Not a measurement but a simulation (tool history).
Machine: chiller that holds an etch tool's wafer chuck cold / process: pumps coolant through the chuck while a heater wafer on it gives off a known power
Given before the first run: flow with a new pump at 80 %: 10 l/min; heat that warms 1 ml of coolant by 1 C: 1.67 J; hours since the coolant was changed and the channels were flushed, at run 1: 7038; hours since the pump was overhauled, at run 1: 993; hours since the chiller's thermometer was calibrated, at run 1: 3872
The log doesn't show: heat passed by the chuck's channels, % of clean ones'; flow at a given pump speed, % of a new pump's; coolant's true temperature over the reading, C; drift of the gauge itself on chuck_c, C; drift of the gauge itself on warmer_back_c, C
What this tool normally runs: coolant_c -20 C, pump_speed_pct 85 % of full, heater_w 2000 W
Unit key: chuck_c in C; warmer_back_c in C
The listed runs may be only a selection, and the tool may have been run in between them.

run,hour,coolant_c,pump_speed_pct,heater_w,hours since the coolant was changed and the channels were flushed,hours since the pump was overhauled,hours since the chiller's thermometer was calibrated,chuck_c,warmer_back_c
1,0.0,-20,85,2000,7038,993,3872,-2.6,6.80
2,63.5,-20,85,2000,7102,1056,3935,-2.4,6.76
3,109.3,-20,85,2000,7148,1102,3981,-2.4,6.80
4,205.2,-20,85,2000,7243,1198,4077,-2.4,6.81
5,265.9,-20,85,2000,7304,1259,4138,-2.4,6.84
# hour 316.2: coolant changed, channels flushed
6,322.5,-20,85,2000,6,1309,4188,-4.8,6.85
7,428.9,-20,85,2000,113,1416,4295,-4.6,6.82
8,490.1,-20,85,2000,174,1477,4356,-4.8,6.87
9,580.0,-20,85,1588,264,1567,4446,-7.8,5.40
10,651.4,-20,85,1324,335,1638,4517,-10.0,4.56
11,719.7,-20,80,1324,403,1707,4585,-9.3,4.76
12,823.4,-20,80,1324,507,1810,4689,-9.5,4.87
13,908.1,-20,80,1324,592,1895,4774,-9.3,4.87
14,983.4,-20,80,1324,667,1970,4849,-9.3,4.87
15,1083.7,-20,85,2000,767,2071,4949,-4.4,6.95
16,1135.4,-20,85,2000,819,2122,5001,-4.5,6.81
17,1228.4,-20,64,2000,912,2215,5094,0.4,9.40
18,1323.2,-26,85,2215,1007,2310,5189,-8.6,7.69
# hour 1374.8: chiller's thermometer calibrated
19,1419.9,-26,85,2215,1103,2406,45,-9.0,7.71
20,1527.0,-26,85,2215,1210,2513,152,-9.1,7.62
21,1606.4,-26,85,1304,1289,2592,232,-16.5,4.52
# hour 1631.0: chiller's thermometer calibrated, once more
22,1696.5,-22,60,1731,1378,2681,65,-2.7,8.76
23,1781.3,-27,85,2000,1463,2766,150,-10.7,6.96
24,1865.7,-14,98,2132,1547,2851,235,1.4,6.39
25,1949.8,-21,60,1944,1632,2935,319,0.9,9.81
26,2017.3,-20,91,1269,1699,3002,386,-10.4,4.09
27,2107.7,-20,99,2000,1790,3093,477,-5.7,5.94
28,2158.2,-20,99,1934,1840,3143,527,-5.9,5.71
29,2224.1,-27,84,1511,1906,3209,593,-14.3,5.34
30,2294.4,-18,64,2385,1976,3279,663,7.5,11.24
31,2364.7,-19,93,2455,2046,3350,734,-0.1,7.83
32,2438.7,-13,92,2187,2120,3424,808,3.9,7.05

Hidden state or all else? Some run-to-run changes of chuck_c, split into what the settings, what came in and random variation would give without the hidden state, and what is left for the hidden state (with any gauge scatter that isn't in both results):
Run 5 -> 6: coolant changed, channels flushed. chuck_c -2.4 C: hidden state -2.4, all else +0.0.
Run 21 -> 22: coolant_c -26 -> -22, pump_speed_pct 85 -> 60, heater_w 1304 -> 1731, chiller's thermometer calibrated, once more. chuck_c +13.8 C: hidden state +1.3, all else +12.5.
Run 23 -> 24: coolant_c -27 -> -14, pump_speed_pct 85 -> 98, heater_w 2000 -> 2132. chuck_c +12.1 C: hidden state +0.0, all else +12.1.
Run 29 -> 30: coolant_c -27 -> -18, pump_speed_pct 84 -> 64, heater_w 1511 -> 2385. chuck_c +21.8 C: hidden state +0.8, all else +21.0.
